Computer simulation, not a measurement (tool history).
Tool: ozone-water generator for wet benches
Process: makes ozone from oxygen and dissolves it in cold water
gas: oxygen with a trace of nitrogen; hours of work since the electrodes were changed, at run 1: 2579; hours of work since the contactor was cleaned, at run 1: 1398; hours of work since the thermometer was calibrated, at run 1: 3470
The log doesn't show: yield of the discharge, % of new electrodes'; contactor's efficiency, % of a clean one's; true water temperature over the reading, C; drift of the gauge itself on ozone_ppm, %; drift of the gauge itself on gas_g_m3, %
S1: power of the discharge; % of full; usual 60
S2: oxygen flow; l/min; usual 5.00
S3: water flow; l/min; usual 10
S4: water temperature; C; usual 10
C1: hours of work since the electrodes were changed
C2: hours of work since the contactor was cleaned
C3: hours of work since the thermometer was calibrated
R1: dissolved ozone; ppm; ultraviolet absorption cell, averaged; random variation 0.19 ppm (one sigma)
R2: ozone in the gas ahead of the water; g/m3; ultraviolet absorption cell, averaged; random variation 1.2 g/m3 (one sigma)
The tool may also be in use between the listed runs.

| run | hour | S1 | S2 | S3 | S4 | C1 | C2 | C3 | R1 | R2 |
|---|---|---|---|---|---|---|---|---|---|---|
| 1 | 0.0 | 60 | 5.00 | 10 | 10 | 2579 | 1398 | 3470 | 24.1 | 196.4 |
| 2 | 55.9 | 60 | 5.00 | 7 | 10 | 2616 | 1435 | 3508 | 32.5 | 194.6 |
| 3 | 158.3 | 60 | 5.00 | 7 | 10 | 2684 | 1504 | 3576 | 32.3 | 193.6 |
| 4 | 206.5 | 60 | 5.00 | 7 | 10 | 2717 | 1536 | 3608 | 32.2 | 190.9 |
| 5 | 278.1 | 60 | 5.00 | 7 | 10 | 2764 | 1583 | 3656 | 32.2 | 192.9 |
| 6 | 387.5 | 60 | 5.00 | 10 | 10 | 2837 | 1656 | 3729 | 23.3 | 191.9 |
| 7 | 489.5 | 60 | 5.00 | 10 | 10 | 2905 | 1724 | 3797 | 23.3 | 191.9 |
| 8 | 596.8 | 60 | 5.00 | 10 | 10 | 2977 | 1796 | 3868 | 23.5 | 190.0 |
| 9 | 656.2 | 60 | 5.00 | 10 | 10 | 3016 | 1835 | 3908 | 23.5 | 191.0 |
| 10 | 741.5 | 60 | 5.00 | 10 | 10 | 3073 | 1892 | 3965 | 23.3 | 192.7 |
| 11 | 854.8 | 60 | 5.00 | 10 | 10 | 3149 | 1968 | 4040 | 23.2 | 190.6 |
| 12 | 939.3 | 60 | 5.00 | 10 | 10 | 3205 | 2024 | 4097 | 23.2 | 188.6 |
| 13 | 1052.6 | 60 | 5.00 | 10 | 10 | 3281 | 2100 | 4172 | 22.9 | 188.6 |
| 14 | 1131.3 | 60 | 5.00 | 15 | 10 | 3333 | 2152 | 4225 | 15.4 | 188.9 |
| 15 | 1178.6 | 60 | 5.00 | 15 | 10 | 3365 | 2184 | 4256 | 15.3 | 187.5 |
| 16 | 1229.7 | 60 | 5.00 | 15 | 10 | 3399 | 2218 | 4290 | 15.3 | 189.0 |
| 17 | 1338.8 | 60 | 5.00 | 15 | 10 | 3471 | 2290 | 4363 | 15.2 | 187.4 |
| 18 | 1398.8 | 60 | 5.00 | 15 | 10 | 3511 | 2330 | 4403 | 15.0 | 187.7 |
|  | 1406.7 | water thermometer calibrated |
| 19 | 1448.3 | 60 | 5.00 | 10 | 6 | 3544 | 2363 | 28 | 24.1 | 184.7 |
| 20 | 1542.1 | 60 | 5.00 | 10 | 6 | 3607 | 2426 | 90 | 24.2 | 184.8 |
| 21 | 1650.5 | 60 | 4.89 | 10 | 10 | 3679 | 2498 | 163 | 22.1 | 188.7 |
| 22 | 1727.5 | 60 | 4.89 | 10 | 10 | 3730 | 2549 | 214 | 22.2 | 189.6 |
| 23 | 1804.4 | 48 | 4.89 | 14 | 10 | 3781 | 2600 | 265 | 14.0 | 166.0 |
| 24 | 1880.9 | 71 | 3.46 | 8 | 10 | 3832 | 2652 | 316 | 31.9 | 260.8 |
| 25 | 1987.9 | 52 | 5.00 | 10 | 12 | 3904 | 2723 | 387 | 19.2 | 170.6 |
|  | 2041.8 | water thermometer calibrated, once more |
| 26 | 2100.7 | 52 | 5.00 | 10 | 12 | 3979 | 2798 | 39 | 19.7 | 169.1 |
| 27 | 2191.3 | 86 | 4.38 | 14 | 6 | 4039 | 2858 | 100 | 20.7 | 244.7 |
| 28 | 2271.8 | 81 | 2.58 | 10 | 10 | 4093 | 2912 | 153 | 28.8 | 342.8 |
| 29 | 2375.5 | 60 | 8.64 | 10 | 7 | 4162 | 2981 | 222 | 19.4 | 125.2 |
| 30 | 2425.7 | 60 | 3.72 | 10 | 12 | 4195 | 3014 | 256 | 22.5 | 222.4 |
| 31 | 2536.4 | 60 | 3.72 | 10 | 12 | 4269 | 3088 | 330 | 22.5 | 222.9 |
| 32 | 2640.2 | 60 | 7.29 | 10 | 7 | 4338 | 3157 | 399 | 20.8 | 139.0 |

3 ways to go on from here, each from the tool as it stands after run 32. What would each give?
| A | 2712.3 | 45 | 7.29 | 10 | 7 | 4386 | 3205 | 447 | ? | ? |
| B | 2712.3 | 83 | 6.01 | 10 | 17 | 4386 | 3205 | 447 | ? | ? |
| C | 2712.3 | 43 | 4.46 | 10 | 7 | 4386 | 3205 | 447 | ? | ? |

| run | R1 | R2 |
|---|---|---|
| A | 17.5 | 118.9 |
| B | 21.5 | 189.0 |
| C | 19.2 | 160.7 |
Without the tool's hidden state the same runs would have given:
| run | R1 | R2 |
|---|---|---|
| A | 21.8 | 136.2 |
| B | 28.7 | 232.5 |
| C | 23.8 | 183.3 |

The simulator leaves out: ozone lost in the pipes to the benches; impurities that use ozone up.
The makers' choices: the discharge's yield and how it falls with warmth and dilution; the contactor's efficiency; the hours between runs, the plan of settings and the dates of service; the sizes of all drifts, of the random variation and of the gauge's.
